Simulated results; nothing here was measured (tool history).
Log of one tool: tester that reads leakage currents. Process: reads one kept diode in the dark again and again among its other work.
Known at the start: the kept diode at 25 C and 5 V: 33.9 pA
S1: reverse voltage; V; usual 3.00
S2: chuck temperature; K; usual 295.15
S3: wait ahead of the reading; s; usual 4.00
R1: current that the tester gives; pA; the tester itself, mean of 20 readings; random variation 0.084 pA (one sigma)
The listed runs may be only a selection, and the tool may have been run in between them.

run,hour,S1,S2,S3,R1
1,0.0,3.00,295.15,4.00,24.46
2,32.6,3.00,295.15,4.00,24.38
3,66.3,3.00,310.15,4.00,69.15
4,99.1,3.00,310.15,4.00,69.20
5,156.7,3.00,295.15,4.65,24.71
6,187.0,3.00,295.15,4.65,24.59
7,240.5,3.00,295.15,4.65,24.65
8,266.6,3.00,295.15,4.65,24.77
9,325.1,11.05,295.15,4.00,44.77
10,355.5,3.00,295.15,0.36,26.09
11,386.7,3.47,295.15,0.36,28.02
12,416.3,3.47,295.15,0.36,27.93
13,470.9,3.00,295.15,0.64,25.65
14,517.5,3.00,330.15,4.00,251.24
15,567.9,3.00,330.15,4.00,252.86
16,615.3,3.00,330.15,4.00,252.28
17,674.1,3.00,295.15,4.00,25.13
18,715.8,2.46,295.15,4.00,23.08
19,761.1,2.46,295.15,4.00,23.22
20,792.7,2.46,295.15,4.00,23.13
21,829.8,8.39,297.15,3.47,45.95
22,873.1,8.39,320.15,3.47,201.99
23,898.4,1.82,322.15,4.00,128.44
24,947.4,1.82,322.15,4.00,127.96
25,977.2,1.82,322.15,9.14,127.94
26,1017.1,15.69,332.15,0.32,543.68
27,1055.8,15.69,314.15,5.99,179.34
28,1104.8,14.23,314.15,5.99,171.74
29,1149.7,3.00,295.15,1.59,26.03
30,1195.1,3.00,295.15,1.59,26.01
31,1239.3,3.00,295.15,1.59,25.97
# hour 1261.8: probe card cleaned and baked
32,1297.6,8.71,295.15,0.81,36.05
33,1355.6,2.91,297.15,2.31,26.91
34,1387.8,6.47,317.15,5.42,146.32
35,1445.5,19.38,301.15,2.92,74.71
36,1480.2,1.52,301.15,1.23,28.57
37,1519.1,1.52,301.15,1.23,28.55
38,1574.8,7.57,293.15,0.55,31.02
39,1616.1,15.10,293.15,2.53,38.69
40,1657.3,8.88,296.15,0.88,40.23

Hidden state or all else? Some run-to-run changes of R1, split into what the settings, what came in and random variation would give without the hidden state, and what is left for the hidden state (with any gauge scatter that isn't in both results):
Hidden state at play: stray current of the dirty probe card, pA a volt; current scale over the true one, %; true chuck temperature over the reading, C; drift of the gauge itself on leakage_pa, %.
Run 16 -> 17: S2 330.15 -> 295.15. R1 -227.15 pA: hidden state -2.58, all else -224.57.
Run 22 -> 23: S1 8.39 -> 1.82, S2 320.15 -> 322.15, S3 3.47 -> 4.00. R1 -73.55 pA: hidden state -6.32, all else -67.23.
Run 25 -> 26: S1 1.82 -> 15.69, S2 322.15 -> 332.15, S3 9.14 -> 0.32. R1 +415.74 pA: hidden state +18.18, all else +397.56.
Run 26 -> 27: S2 332.15 -> 314.15, S3 0.32 -> 5.99. R1 -364.34 pA: hidden state -5.37, all else -358.97.
Run 28 -> 29: S1 14.23 -> 3.00, S2 314.15 -> 295.15, S3 5.99 -> 1.59. R1 -145.71 pA: hidden state -12.25, all else -133.46.

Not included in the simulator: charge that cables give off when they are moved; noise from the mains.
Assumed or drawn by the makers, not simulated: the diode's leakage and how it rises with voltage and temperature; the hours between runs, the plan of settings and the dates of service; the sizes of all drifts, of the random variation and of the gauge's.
